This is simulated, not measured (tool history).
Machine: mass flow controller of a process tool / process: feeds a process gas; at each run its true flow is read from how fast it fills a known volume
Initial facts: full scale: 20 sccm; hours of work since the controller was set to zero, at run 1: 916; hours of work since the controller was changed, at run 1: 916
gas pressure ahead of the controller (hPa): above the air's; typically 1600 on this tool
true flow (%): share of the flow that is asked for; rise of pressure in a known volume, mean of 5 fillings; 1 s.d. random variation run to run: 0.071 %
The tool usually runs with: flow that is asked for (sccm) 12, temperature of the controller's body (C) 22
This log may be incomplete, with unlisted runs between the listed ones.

run    hour  flow that is asked for (sccm)  gas pressure ahead of the controller (hPa)  temperature of the controller's body (C)  hours of work since the controller was set to zero  hours of work since the controller was changed  true flow (%)
  1       0                             12                                        1600                                        22                                                 916                                             916          99.67
  2    62.8                             12                                        1600                                        22                                                 944                                             944          99.49
  3   130.3                             12                                        1600                                        22                                                 974                                             974          99.48
  4   168.7                             12                                        1600                                        22                                                 991                                             991          99.22
  5   211.9                             12                                        1600                                        22                                                1010                                            1010          99.26
  6   249.4                              3                                        1600                                        22                                                1027                                            1027          98.85
  7   310.2                             12                                        2400                                        22                                                1054                                            1054          99.54
  8   371.9                             12                                        2400                                        22                                                1081                                            1081          99.46
  9   444.4                             12                                        2190                                        22                                                1114                                            1114          99.31
 10     490                             12                                        1600                                        22                                                1134                                            1134          98.75
 11   567.6                             12                                        1600                                        22                                                1169                                            1169          98.64
 12   644.4                             12                                        1600                                        22                                                1203                                            1203           98.6
 13   709.2                             12                                        1600                                        22                                                1232                                            1232          98.43
 14   779.6                              6                                        1600                                        22                                                1263                                            1263          98.03
 15   817.7                              6                                        1600                                        22                                                1280                                            1280          98.07
 16   892.5                              6                                        1600                                        22                                                1313                                            1313          97.87
 17   955.5                              4                                        1600                                        34                                                1341                                            1341          97.43
 18  1006.2                              4                                        2090                                        29                                                1364                                            1364          97.75
 19  1086.6                             12                                        1600                                        21                                                1400                                            1400          97.82
 20  1171.2                              9                                        2700                                        21                                                1437                                            1437          98.26
       1246  -- gauge calibrated
 21  1254.6                              3                                        2460                                        23                                                1475                                            1475           99.9
 22  1305.3                              3                                        1550                                        23                                                1497                                            1497          99.17
 23  1343.1                              3                                        1550                                        23                                                1514                                            1514          99.07
 24    1428                             12                                        2230                                        22                                                1552                                            1552          99.72
 25    1482                             12                                        2230                                        22                                                1576                                            1576          99.63
 26  1560.6                             16                                        1930                                        36                                                1611                                            1611          99.02

Some steps in true flow (%) between neighbouring runs. How much of each would the tool show without its hidden state too (settings, what came in, random variation), and how much is left for the hidden state, with any gauge scatter that isn't in both results?
Hidden conditions of the tool in this case: flow at rest that the sensor doesn't see, % of full scale; true flow over the shown one, %; drift of the gauge itself on true_pct, %.
Run 20 -> 21: flow that is asked for (sccm) 9 -> 3, gas pressure ahead of the controller (hPa) 2700 -> 2460, temperature of the controller's body (C) 21 -> 23, gauge calibrated. true flow (%) +1.64: hidden state +2, all else -0.36.
Run 21 -> 22: gas pressure ahead of the controller (hPa) 2460 -> 1550. true flow (%) -0.73: hidden state -0.08, all else -0.65.
Run 23 -> 24: flow that is asked for (sccm) 3 -> 12, gas pressure ahead of the controller (hPa) 1550 -> 2230, temperature of the controller's body (C) 23 -> 22. true flow (%) +0.65: hidden state -0.16, all else +0.81.

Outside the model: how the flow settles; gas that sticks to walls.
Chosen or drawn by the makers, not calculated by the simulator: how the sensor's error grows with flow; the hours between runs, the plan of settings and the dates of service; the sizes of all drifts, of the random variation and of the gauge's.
